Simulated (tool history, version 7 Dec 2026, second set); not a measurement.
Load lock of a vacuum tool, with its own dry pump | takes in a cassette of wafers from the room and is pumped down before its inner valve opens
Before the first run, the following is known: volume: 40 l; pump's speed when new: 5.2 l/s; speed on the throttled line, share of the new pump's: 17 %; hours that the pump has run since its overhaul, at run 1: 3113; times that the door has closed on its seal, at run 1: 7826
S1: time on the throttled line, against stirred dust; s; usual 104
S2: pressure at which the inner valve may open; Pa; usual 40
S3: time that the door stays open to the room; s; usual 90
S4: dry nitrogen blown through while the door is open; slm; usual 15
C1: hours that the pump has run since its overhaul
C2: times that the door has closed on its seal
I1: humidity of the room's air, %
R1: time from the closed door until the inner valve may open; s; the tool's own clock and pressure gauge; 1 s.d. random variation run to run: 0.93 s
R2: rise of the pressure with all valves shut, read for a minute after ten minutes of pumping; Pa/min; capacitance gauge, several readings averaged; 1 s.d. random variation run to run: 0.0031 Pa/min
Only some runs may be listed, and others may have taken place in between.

run 1 hour=0 | S1=104 S2=40 S3=90 S4=15 | C1=3113 C2=7826 | I1=45.1 | R1=146.8 R2=0.156
run 2 hour=114.3 | S1=104 S2=40 S3=90 S4=15 | C1=3227 C2=8135 | I1=45.1 | R1=148.2 R2=0.165
run 3 hour=175.4 | S1=104 S2=40 S3=90 S4=15 | C1=3288 C2=8300 | I1=42.9 | R1=147.9 R2=0.169
run 4 hour=239.1 | S1=104 S2=40 S3=90 S4=15 | C1=3352 C2=8473 | I1=44.7 | R1=149.1 R2=0.171
run 5 hour=366.1 | S1=104 S2=40 S3=90 S4=15 | C1=3479 C2=8817 | I1=46.5 | R1=148.5 R2=0.181
run 6 hour=457.2 | S1=104 S2=40 S3=90 S4=15 | C1=3570 C2=9063 | I1=44.1 | R1=151.6 R2=0.184
run 7 hour=583.4 | S1=104 S2=40 S3=90 S4=15 | C1=3696 C2=9405 | I1=45.1 | R1=148.8 R2=0.189
run 8 hour=643.2 | S1=104 S2=40 S3=90 S4=17 | C1=3756 C2=9567 | I1=49.4 | R1=149.4 R2=0.195
run 9 hour=767.4 | S1=104 S2=40 S3=90 S4=17 | C1=3880 C2=9903 | I1=47.7 | R1=147.8 R2=0.202
run 10 hour=875.8 | S1=176 S2=40 S3=90 S4=17 | C1=3989 C2=10196 | I1=43.7 | R1=206.4 R2=0.207
run 11 hour=945.7 | S1=104 S2=40 S3=90 S4=15 | C1=4059 C2=10386 | I1=46.1 | R1=148 R2=0.209
run 12 hour=1020.6 | S1=104 S2=40 S3=90 S4=15 | C1=4134 C2=10589 | I1=50.1 | R1=149.1 R2=0.232
run 13 hour=1144.3 | S1=104 S2=40 S3=90 S4=15 | C1=4257 C2=10923 | I1=44.4 | R1=149.6 R2=0.232
run 14 hour=1216.6 | S1=104 S2=40 S3=90 S4=27 | C1=4330 C2=11119 | I1=45.3 | R1=150.8 R2=0.212
run 15 hour=1315.8 | S1=104 S2=37 S3=90 S4=15 | C1=4429 C2=11388 | I1=43.5 | R1=149.6 R2=0.243
run 16 hour=1445.9 | S1=104 S2=40 S3=90 S4=15 | C1=4559 C2=11740 | I1=45.4 | R1=151.1 R2=0.245
run 17 hour=1535 | S1=104 S2=40 S3=90 S4=15 | C1=4648 C2=11981 | I1=48 | R1=148.6 R2=0.251
run 18 hour=1592.6 | S1=104 S2=40 S3=90 S4=15 | C1=4706 C2=12137 | I1=45.9 | R1=150.1 R2=0.261
run 19 hour=1659.1 | S1=104 S2=40 S3=90 S4=15 | C1=4772 C2=12317 | I1=44.1 | R1=149.2 R2=0.26
run 20 hour=1766.1 | S1=70 S2=32 S3=90 S4=15 | C1=4879 C2=12607 | I1=45.1 | R1=124.6 R2=0.262
run 21 hour=1826 | S1=90 S2=40 S3=171 S4=23 | C1=4939 C2=12769 | I1=45.4 | R1=136.9 R2=0.288
run 22 hour=1915 | S1=104 S2=32 S3=90 S4=15 | C1=5028 C2=13010 | I1=48.4 | R1=151.9 R2=0.277
run 23 hour=2010.4 | S1=90 S2=40 S3=90 S4=15 | C1=5123 C2=13268 | I1=44.8 | R1=137.8 R2=0.279
run 24 hour=2144.4 | S1=90 S2=30 S3=144 S4=15 | C1=5257 C2=13631 | I1=49.4 | R1=138.3 R2=0.329
run 25 hour=2243.4 | S1=90 S2=30 S3=73 S4=38 | C1=5356 C2=13899 | I1=44.3 | R1=141.6 R2=0.274
run 26 hour=2372.2 | S1=96 S2=40 S3=68 S4=5 | C1=5485 C2=14247 | I1=47.5 | R1=143 R2=0.318
run 27 hour=2487.3 | S1=104 S2=34 S3=61 S4=15 | C1=5600 C2=14559 | I1=44.1 | R1=152.5 R2=0.297
run 28 hour=2596.5 | S1=104 S2=56 S3=219 S4=20 | C1=5709 C2=14855 | I1=46.1 | R1=146.6 R2=0.369
run 29 hour=2651.9 | S1=104 S2=56 S3=219 S4=20 | C1=5765 C2=15005 | I1=45.5 | R1=147 R2=0.371
run 30 hour=2760.8 | S1=104 S2=40 S3=119 S4=15 | C1=5874 C2=15300 | I1=42.9 | R1=149.4 R2=0.343
run 31 hour=2872.7 | S1=91 S2=53 S3=64 S4=15 | C1=5986 C2=15602 | I1=46.3 | R1=137.2 R2=0.339
run 32 hour=2972.7 | S1=78 S2=52 S3=90 S4=15 | C1=6086 C2=15873 | I1=40.4 | R1=127.2 R2=0.347
run 33 hour=3063.7 | S1=62 S2=31 S3=67 S4=9 | C1=6177 C2=16119 | I1=41.8 | R1=117.8 R2=0.365
run 34 hour=3159.7 | S1=89 S2=40 S3=90 S4=33 | C1=6273 C2=16379 | I1=47.8 | R1=137.6 R2=0.36
run 35 hour=3275.7 | S1=79 S2=40 S3=90 S4=18 | C1=6389 C2=16693 | I1=46.1 | R1=129.8 R2=0.374
run 36 hour=3394.9 | S1=125 S2=58 S3=97 S4=18 | C1=6508 C2=17016 | I1=48.8 | R1=164.7 R2=0.388
run 37 hour=3477.7 | S1=125 S2=58 S3=97 S4=18 | C1=6591 C2=17240 | I1=46.9 | R1=163.8 R2=0.391

Pick out some run-to-run changes in R1. Of each, how much would a tool without hidden state show as well, from the settings, what came in and chance, and how much is left for the hidden state and any gauge scatter not in both results compared?
The hidden state here: pump's speed, % of a new pump's; leak at the door's seal, Pa l/s; drift of the gauge itself on ready_s, %; drift of the gauge itself on rise_pa_min, %.
Run 9 -> 10: S1 104 -> 176. R1 +58.6 s: hidden state -0.6, all else +59.2.
Run 10 -> 11: S1 176 -> 104, S4 17 -> 15. R1 -58.4 s: hidden state +0.7, all else -59.1.
Run 35 -> 36: S1 79 -> 125, S2 40 -> 58, S3 90 -> 97. R1 +34.9 s: hidden state -0.7, all else +35.6.
